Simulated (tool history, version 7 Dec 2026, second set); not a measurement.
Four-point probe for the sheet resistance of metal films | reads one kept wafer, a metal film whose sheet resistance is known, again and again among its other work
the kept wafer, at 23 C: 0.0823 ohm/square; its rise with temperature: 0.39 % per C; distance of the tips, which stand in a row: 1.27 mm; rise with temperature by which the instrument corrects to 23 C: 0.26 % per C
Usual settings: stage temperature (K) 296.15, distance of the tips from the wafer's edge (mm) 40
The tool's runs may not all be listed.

run	hour	stage temperature (K)	distance of the tips from the wafer's edge (mm)	sheet resistance as the instrument gives it (ohm/square)
1	0.0	296.15	40	0.083872
2	21.0	296.15	40	0.083901
3	33.9	296.15	40	0.083898
4	58.8	296.15	40	0.083910
5	73.8	296.15	55	0.083891
6	93.1	296.15	55	0.083894
7	115.6	296.15	40	0.083953
8	134.3	296.15	40	0.083951
9	144.5	296.15	40	0.083958
10	165.0	296.15	40	0.083988
11	180.7	296.15	40	0.083940
12	206.1	296.15	40	0.083979
13	216.8	296.15	5	0.086784
14	232.5	298.15	40	0.084208
15	257.4	298.15	40	0.084238
# hour 277.7: new probe head fitted
16	280.6	296.15	40	0.082094
17	294.1	296.15	40	0.082060
18	313.7	294.15	40	0.081862
19	327.2	296.15	40	0.082084
20	343.0	296.15	40	0.082103
21	360.2	296.15	5	0.084824
22	370.4	296.15	5	0.084801
23	384.2	304.15	10	0.083585
24	407.1	304.15	10	0.083602
25	421.1	294.15	15	0.082196
26	437.9	296.15	19	0.082300
27	461.0	296.15	19	0.082262
28	476.9	295.15	30	0.082074
29	500.9	298.15	6	0.084287
30	519.4	298.15	6	0.084253
31	543.0	298.15	4	0.086541
32	555.5	298.15	4	0.086547

Run 33 comes next. What will it give?
33	576.9	307.15	66	?

{"run 33": {"sheet resistance as the instrument gives it (ohm/square)": 0.083279}}
Without the tool's hidden state the same run would have given sheet resistance as the instrument gives it (ohm/square) 0.083431.

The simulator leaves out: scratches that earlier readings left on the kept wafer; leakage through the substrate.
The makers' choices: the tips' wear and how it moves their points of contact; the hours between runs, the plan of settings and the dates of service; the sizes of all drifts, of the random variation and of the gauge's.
